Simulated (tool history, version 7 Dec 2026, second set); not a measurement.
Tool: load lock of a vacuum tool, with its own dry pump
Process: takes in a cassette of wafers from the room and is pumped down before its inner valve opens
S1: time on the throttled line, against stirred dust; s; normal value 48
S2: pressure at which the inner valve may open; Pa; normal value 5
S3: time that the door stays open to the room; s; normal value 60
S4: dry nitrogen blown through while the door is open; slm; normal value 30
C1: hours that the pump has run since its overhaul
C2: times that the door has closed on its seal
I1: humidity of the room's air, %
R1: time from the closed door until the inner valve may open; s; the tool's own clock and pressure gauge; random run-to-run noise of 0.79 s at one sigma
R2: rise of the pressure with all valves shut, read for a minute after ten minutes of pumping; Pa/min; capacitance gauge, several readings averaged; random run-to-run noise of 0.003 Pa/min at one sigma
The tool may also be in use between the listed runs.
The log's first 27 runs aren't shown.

run 28 day=149.650 | S1=48 S2=5 S3=223 S4=29 | C1=9627 C2=56199 | I1=48.2 | R1=139.5 R2=0.347
run 29 day=155.529 | S1=48 S2=5 S3=223 S4=29 | C1=9768 C2=56862 | I1=42.9 | R1=142.6 R2=0.344
run 30 day=161.329 | S1=48 S2=5 S3=55 S4=5 | C1=9908 C2=57517 | I1=44.3 | R1=143.2 R2=0.351
run 31 day=164.479 | S1=48 S2=5 S3=148 S4=30 | C1=9983 C2=57872 | I1=47.8 | R1=141.9 R2=0.350
run 32 day=169.962 | S1=48 S2=5 S3=148 S4=30 | C1=10115 C2=58491 | I1=44.5 | R1=141.9 R2=0.360
run 33 day=174.562 | S1=82 S2=5 S3=60 S4=30 | C1=10225 C2=59009 | I1=45.9 | R1=166.9 R2=0.353
run 34 day=179.233 | S1=82 S2=5 S3=60 S4=30 | C1=10337 C2=59536 | I1=45.0 | R1=167.6 R2=0.356
run 35 day=183.983 | S1=82 S2=5 S3=60 S4=30 | C1=10451 C2=60072 | I1=45.7 | R1=169.2 R2=0.363
run 36 day=189.304 | S1=82 S2=5 S3=60 S4=30 | C1=10579 C2=60673 | I1=46.1 | R1=167.9 R2=0.363
run 37 day=194.388 | S1=77 S2=5 S3=35 S4=30 | C1=10701 C2=61246 | I1=43.3 | R1=167.5 R2=0.376
-- day=195.288 dry pump taken out, an overhauled one fitted
run 38 day=197.796 | S1=77 S2=5 S3=35 S4=30 | C1=60 C2=61602 | I1=47.9 | R1=144.4 R2=0.382

What if the next run were any one of these 3? Each begins from the tool's condition after run 38:
run A day=201.142 | S1=77 S2=7 S3=35 S4=30 | C1=141 C2=61980 | I1=43.0 | R1=? R2=?
run B day=201.142 | S1=43 S2=5 S3=65 S4=14 | C1=141 C2=61980 | I1=47.6 | R1=? R2=?
run C day=201.142 | S1=77 S2=5 S3=100 S4=37 | C1=141 C2=61980 | I1=38.9 | R1=? R2=?

run=A R1=140.9 R2=0.369
run=B R1=118.1 R2=0.387
run=C R1=144.8 R2=0.382
Without the tool's unlogged condition, the same runs would have read:
run=A R1=140.9 R2=0.015
run=B R1=118.2 R2=0.032
run=C R1=145.0 R2=0.028
